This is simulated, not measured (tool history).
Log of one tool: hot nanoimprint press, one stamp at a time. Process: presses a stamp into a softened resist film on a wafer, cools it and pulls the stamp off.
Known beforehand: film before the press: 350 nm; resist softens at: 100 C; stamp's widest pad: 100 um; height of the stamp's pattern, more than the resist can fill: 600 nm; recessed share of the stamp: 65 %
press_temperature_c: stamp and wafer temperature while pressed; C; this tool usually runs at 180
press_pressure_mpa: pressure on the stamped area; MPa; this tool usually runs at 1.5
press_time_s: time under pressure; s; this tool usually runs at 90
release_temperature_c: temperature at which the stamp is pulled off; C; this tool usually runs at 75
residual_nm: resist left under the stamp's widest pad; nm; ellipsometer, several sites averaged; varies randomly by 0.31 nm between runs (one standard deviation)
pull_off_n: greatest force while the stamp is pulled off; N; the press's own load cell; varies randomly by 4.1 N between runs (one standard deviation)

run	hour	press_temperature_c	press_pressure_mpa	press_time_s	release_temperature_c	residual_nm	pull_off_n
1	0	180	1.5	90	75	200	231
2	7.5	180	1.5	97	75	194.9	237
3	14.6	180	1.5	97	75	195.1	238
4	19.3	180	1.5	97	75	195.2	240
5	26.3	180	1.5	97	75	195	233
6	30.3	190	1.5	97	75	135.7	238
7	38.8	190	1.5	97	75	136.5	234
8	45.5	190	1.5	97	75	136.1	238
9	50.5	180	1.5	90	75	199.9	241
10	59.9	178	1.5	162	62	174.1	334
11	66.3	178	1.5	162	62	173.5	331
12	72.8	178	1.5	162	62	174	326
# hour 81.2: plate thermocouple calibrated
13	84.4	170	1.27	95	67	278.2	308
14	93.6	189	1.73	63	73	162.5	264
15	102.2	189	1.73	63	73	162.7	261
16	111.3	187	1.5	90	82	160.3	201
17	118.2	177	2.26	90	79	197.7	214

Consider 4 possible next runs. They are alternatives, not a sequence: every one starts from the tool as it was left by run 17. What does each give?
A	127.5	181	2.11	90	83	?	?
B	127.5	177	1.54	90	75	?	?
C	127.5	192	1.5	71	67	?	?
D	127.5	177	2.26	90	82	?	?

run	residual_nm	pull_off_n
A	175.1	195
B	223	243
C	147.7	309
D	197.4	197
Had the tool no hidden state, the same runs would have come out as:
run	residual_nm	pull_off_n
A	174	156
B	222.1	193
C	147	246
D	196.2	156
